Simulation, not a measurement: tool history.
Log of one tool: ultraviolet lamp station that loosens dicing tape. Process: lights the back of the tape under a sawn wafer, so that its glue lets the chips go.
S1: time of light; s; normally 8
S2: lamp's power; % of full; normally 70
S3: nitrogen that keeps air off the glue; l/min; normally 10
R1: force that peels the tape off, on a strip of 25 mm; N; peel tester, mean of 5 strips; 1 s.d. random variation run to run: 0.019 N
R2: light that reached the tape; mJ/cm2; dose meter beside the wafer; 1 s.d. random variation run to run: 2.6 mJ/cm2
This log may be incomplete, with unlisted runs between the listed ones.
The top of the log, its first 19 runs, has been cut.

| run | hour | S1 | S2 | S3 | R1 | R2 |
|---|---|---|---|---|---|---|
| 20 | 137.2 | 8 | 70 | 10 | 1.193 | 285 |
| 21 | 145.3 | 5 | 70 | 10 | 2.270 | 174 |
| 22 | 152.7 | 5 | 70 | 10 | 2.390 | 181 |
| 23 | 161.6 | 7 | 64 | 10 | 1.668 | 222 |
| 24 | 169.0 | 13 | 70 | 10 | 0.515 | 454 |
| 25 | 177.3 | 8 | 86 | 10 | 0.835 | 345 |
| 26 | 182.9 | 8 | 86 | 10 | 0.892 | 346 |
| 27 | 192.0 | 14 | 86 | 3 | 0.592 | 595 |
| 28 | 202.0 | 6 | 72 | 12 | 1.757 | 216 |
| 29 | 208.0 | 7 | 69 | 10 | 1.587 | 235 |
| 30 | 213.5 | 7 | 69 | 10 | 1.591 | 236 |
|  | 217.9 | window cleaned of glue's vapour |
| 31 | 220.0 | 7 | 73 | 13 | 1.173 | 279 |
| 32 | 224.4 | 8 | 76 | 10 | 0.927 | 331 |
| 33 | 234.3 | 7 | 79 | 10 | 1.113 | 299 |
| 34 | 242.3 | 7 | 78 | 9 | 1.171 | 295 |
| 35 | 250.4 | 7 | 78 | 9 | 1.219 | 298 |
| 36 | 254.6 | 7 | 78 | 18 | 0.895 | 298 |
| 37 | 263.9 | 7 | 74 | 18 | 1.009 | 282 |
| 38 | 271.4 | 5 | 83 | 6 | 1.999 | 225 |
| 39 | 277.7 | 5 | 83 | 6 | 2.073 | 225 |
| 40 | 282.7 | 11 | 96 | 9 | 0.322 | 563 |
| 41 | 291.0 | 8 | 85 | 4 | 1.255 | 366 |
| 42 | 296.0 | 8 | 85 | 5 | 1.158 | 364 |
| 43 | 301.2 | 8 | 61 | 9 | 1.487 | 262 |
| 44 | 311.2 | 4 | 72 | 6 | 3.081 | 150 |

What if the next run were any one of these 3? Each begins from the tool's condition after run 44:
| A | 315.7 | 8 | 70 | 11 | ? | ? |
| B | 315.7 | 8 | 97 | 10 | ? | ? |
| C | 315.7 | 5 | 70 | 10 | ? | ? |

| run | R1 | R2 |
|---|---|---|
| A | 1.096 | 299 |
| B | 0.599 | 412 |
| C | 2.214 | 186 |
Take away the tool's hidden state, keep each run's random variation, and the runs would have read:
| run | R1 | R2 |
|---|---|---|
| A | 0.863 | 341 |
| B | 0.454 | 470 |
| C | 1.886 | 212 |
